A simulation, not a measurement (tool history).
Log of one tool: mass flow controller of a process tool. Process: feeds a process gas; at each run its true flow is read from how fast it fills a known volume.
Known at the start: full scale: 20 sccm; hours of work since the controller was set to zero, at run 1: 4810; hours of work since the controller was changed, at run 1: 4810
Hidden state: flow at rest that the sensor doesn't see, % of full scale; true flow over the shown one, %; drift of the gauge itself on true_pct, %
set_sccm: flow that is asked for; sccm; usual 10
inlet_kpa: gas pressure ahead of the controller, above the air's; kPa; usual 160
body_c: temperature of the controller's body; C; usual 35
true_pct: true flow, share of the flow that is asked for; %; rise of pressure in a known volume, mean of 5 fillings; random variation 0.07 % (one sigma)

run	hour	set_sccm	inlet_kpa	body_c	hours of work since the controller was set to zero	hours of work since the controller was changed	true_pct
1	0	10	160	35	4810	4810	99
2	249.8	10	160	35	4967	4967	99.08
3	593.8	10	160	35	5184	5184	99.02
4	844.4	10	160	35	5341	5341	98.96
5	1171.7	10	160	35	5547	5547	98.94
6	1547.8	10	160	35	5784	5784	98.87
7	1964.2	10	160	35	6046	6046	98.8
8	2304.5	10	160	35	6260	6260	98.76
9	2547.4	10	160	35	6412	6412	98.77
10	2878.2	10	160	35	6620	6620	98.7
11	3108.2	10	160	35	6765	6765	98.51
# hour 3457: controller's zero set anew
12	3489.7	5	160	35	21	7005	97.84
13	3907.2	14	160	35	283	7267	99.21
14	4265	14	160	35	508	7493	99.08
15	4569	10	160	35	699	7684	98.5
16	4910.5	10	160	35	914	7899	98.48
17	5272.9	10	160	35	1142	8126	98.41
18	5706.3	10	160	35	1415	8399	98.35
19	6033.5	3	244	25	1621	8605	96.61
20	6234.8	16	162	34	1747	8731	99.11
21	6465.2	16	162	34	1892	8876	98.99
22	6749.6	3	149	34	2071	9055	97.29
23	7117.3	3	160	27	2302	9287	96.95
24	7344.7	12	160	28	2445	9430	98.23
25	7549.9	16	160	35	2574	9559	99.04
26	7914.2	16	160	35	2803	9788	99
27	8095.8	10	160	38	2918	9902	97.99
# hour 8313.3: gauge calibrated
28	8367.2	10	160	30	3088	10073	98.98
29	8752.4	2	262	23	3331	10315	96.84
30	8963.1	2	262	23	3463	10448	96.88
31	9330	2	262	23	3694	10678	96.84
32	9642.7	11	178	35	3891	10875	98.83
33	10000	4	160	35	4115	11100	98.07
34	10214.6	2	160	35	4250	11235	97.53
35	10473.1	5	187	35	4413	11397	97.94
36	10717.6	11	152	35	4567	11551	98.9

5 ways to go on from here, each from the tool as it stands after run 36. What would each give?
# hour 10856.4: controller exchanged for a calibrated one
A	11144	2	179	35	181	181	?
# hour 10856.4: controller exchanged for a calibrated one
B	11144	2	216	26	181	181	?
# hour 10856.4: controller exchanged for a calibrated one
C	11144	5	202	21	181	181	?
# hour 10856.4: controller exchanged for a calibrated one
D	11144	3	253	32	181	181	?
# hour 10856.4: controller exchanged for a calibrated one
E	11144	10	195	32	181	181	?

run	true_pct
A	97.31
B	96.99
C	97.51
D	97.04
E	98.38
Without the tool's hidden state the same runs would have given:
run	true_pct
A	97.66
B	97.34
C	97.85
D	97.39
E	98.73
